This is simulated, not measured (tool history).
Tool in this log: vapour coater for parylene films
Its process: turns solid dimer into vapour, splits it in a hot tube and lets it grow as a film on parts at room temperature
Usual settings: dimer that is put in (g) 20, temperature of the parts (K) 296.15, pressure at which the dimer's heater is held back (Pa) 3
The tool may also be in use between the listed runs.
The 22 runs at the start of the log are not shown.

run    hour  dimer that is put in (g)  temperature of the parts (K)  pressure at which the dimer's heater is held back (Pa)  thickness of the film (µm)
 23     744                        20                        296.15                                                       3                        6.87
 24   785.3                        20                        296.15                                                       3                        6.81
 25   822.3                        28                        291.15                                                   10.58                        9.46
 26   857.5                        16                        296.15                                                    8.08                        4.83
 27   877.9                        16                        296.15                                                    8.08                        4.73
 28     896                        16                        289.15                                                    4.63                        6.32
 29   918.7                        16                        289.15                                                    4.63                        6.44
 30   941.4                        20                        306.15                                                    6.03                         4.5
 31   969.3                        20                        306.15                                                    6.03                        4.54
 32  1003.8                        15                        289.15                                                    9.29                        5.47
 33  1035.5                        15                        289.15                                                    9.29                        5.42
 34  1061.3                        15                        300.15                                                    9.29                        3.82
 35  1102.7                        15                        300.15                                                    9.29                        3.86
 36  1121.7                        27                        296.15                                                   11.05                        7.64

Run 37 has not been measured yet. What should we expect?
 37  1156.2                        27                        296.15                                                   11.05                           ?

{"run 37": {"thickness of the film (µm)": 7.65}}
Minus the tool's unlogged condition, the same run would have read thickness of the film (µm) 7.94.

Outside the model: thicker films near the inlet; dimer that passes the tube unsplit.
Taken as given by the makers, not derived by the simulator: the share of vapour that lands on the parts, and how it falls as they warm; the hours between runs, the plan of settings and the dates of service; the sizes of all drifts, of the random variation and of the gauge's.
